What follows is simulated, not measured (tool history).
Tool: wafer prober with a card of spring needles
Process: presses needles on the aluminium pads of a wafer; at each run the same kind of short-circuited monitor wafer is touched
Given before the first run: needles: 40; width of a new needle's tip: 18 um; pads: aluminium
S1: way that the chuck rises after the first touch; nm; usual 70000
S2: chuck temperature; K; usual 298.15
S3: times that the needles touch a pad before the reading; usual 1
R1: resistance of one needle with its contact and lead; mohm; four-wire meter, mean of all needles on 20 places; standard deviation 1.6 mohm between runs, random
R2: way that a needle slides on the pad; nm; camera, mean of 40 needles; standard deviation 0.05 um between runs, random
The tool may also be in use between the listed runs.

run 1 hour=0.0 | S1=70000 S2=298.15 S3=1 | R1=219 R2=14190
-- hour=13.3 tips cleaned on abrasive film
-- hour=35.5 tips cleaned on abrasive film
-- hour=57.2 tips cleaned on abrasive film
run 2 hour=72.8 | S1=70000 S2=298.15 S3=1 | R1=265 R2=14060
-- hour=77.3 tips cleaned on abrasive film
-- hour=99.0 tips cleaned on abrasive film
-- hour=116.7 tips cleaned on abrasive film
-- hour=138.2 tips cleaned on abrasive film
run 3 hour=152.2 | S1=70000 S2=298.15 S3=1 | R1=262 R2=14040
-- hour=156.7 tips cleaned on abrasive film
-- hour=173.3 tips cleaned on abrasive film, once more
-- hour=195.4 tips cleaned on abrasive film
-- hour=216.6 tips cleaned on abrasive film
run 4 hour=222.8 | S1=70000 S2=298.15 S3=1 | R1=229 R2=13980
-- hour=236.1 tips cleaned on abrasive film
-- hour=253.9 tips cleaned on abrasive film
run 5 hour=262.6 | S1=70000 S2=298.15 S3=1 | R1=234 R2=13950
-- hour=275.1 tips cleaned on abrasive film
-- hour=297.3 tips cleaned on abrasive film
-- hour=319.1 tips cleaned on abrasive film
-- hour=338.9 tips cleaned on abrasive film
run 6 hour=338.9 | S1=55000 S2=350.15 S3=1 | R1=185 R2=10920
-- hour=360.5 tips cleaned on abrasive film
-- hour=382.2 tips cleaned on abrasive film
-- hour=403.5 tips cleaned on abrasive film
run 7 hour=414.1 | S1=70000 S2=304.15 S3=1 | R1=248 R2=13840
-- hour=423.0 tips cleaned on abrasive film
-- hour=444.1 tips cleaned on abrasive film
-- hour=466.0 tips cleaned on abrasive film
-- hour=475.1 height of the first contact set anew
-- hour=484.0 tips cleaned on abrasive film
run 8 hour=494.2 | S1=70000 S2=308.15 S3=1 | R1=250 R2=14120
-- hour=503.1 tips cleaned on abrasive film
-- hour=524.4 tips cleaned on abrasive film
run 9 hour=536.4 | S1=81000 S2=379.15 S3=1 | R1=235 R2=16400
-- hour=545.3 tips cleaned on abrasive film
-- hour=567.4 tips cleaned on abrasive film
-- hour=588.8 tips cleaned on abrasive film
run 10 hour=590.3 | S1=81000 S2=379.15 S3=1 | R1=192 R2=16300

Consider 5 possible next runs. They are alternatives, not a sequence: every one starts from the tool as it was left by run 10. What does each give?
-- hour=607.2 tips cleaned on abrasive film
-- hour=629.4 tips cleaned on abrasive film
-- hour=647.1 tips cleaned on abrasive film
-- hour=664.9 tips cleaned on abrasive film
run A hour=666.6 | S1=86000 S2=318.15 S3=3 | R1=? R2=?
-- hour=607.2 tips cleaned on abrasive film
-- hour=629.4 tips cleaned on abrasive film
-- hour=647.1 tips cleaned on abrasive film
-- hour=664.9 tips cleaned on abrasive film
run B hour=666.6 | S1=77000 S2=379.15 S3=1 | R1=? R2=?
-- hour=607.2 tips cleaned on abrasive film
-- hour=629.4 tips cleaned on abrasive film
-- hour=647.1 tips cleaned on abrasive film
-- hour=664.9 tips cleaned on abrasive film
run C hour=666.6 | S1=67000 S2=339.15 S3=2 | R1=? R2=?
-- hour=607.2 tips cleaned on abrasive film
-- hour=629.4 tips cleaned on abrasive film
-- hour=647.1 tips cleaned on abrasive film
-- hour=664.9 tips cleaned on abrasive film
run D hour=666.6 | S1=54000 S2=298.15 S3=2 | R1=? R2=?
-- hour=607.2 tips cleaned on abrasive film
-- hour=629.4 tips cleaned on abrasive film
-- hour=647.1 tips cleaned on abrasive film
-- hour=664.9 tips cleaned on abrasive film
run E hour=666.6 | S1=64000 S2=311.15 S3=1 | R1=? R2=?

run=A R1=168 R2=17370
run=B R1=195 R2=15470
run=C R1=187 R2=13470
run=D R1=194 R2=10870
run=E R1=199 R2=12870
With the hidden condition removed and each run's random variation left untouched, the same runs would have given:
run=A R1=159 R2=17470
run=B R1=171 R2=15570
run=C R1=167 R2=13580
run=D R1=162 R2=10970
run=E R1=161 R2=12980

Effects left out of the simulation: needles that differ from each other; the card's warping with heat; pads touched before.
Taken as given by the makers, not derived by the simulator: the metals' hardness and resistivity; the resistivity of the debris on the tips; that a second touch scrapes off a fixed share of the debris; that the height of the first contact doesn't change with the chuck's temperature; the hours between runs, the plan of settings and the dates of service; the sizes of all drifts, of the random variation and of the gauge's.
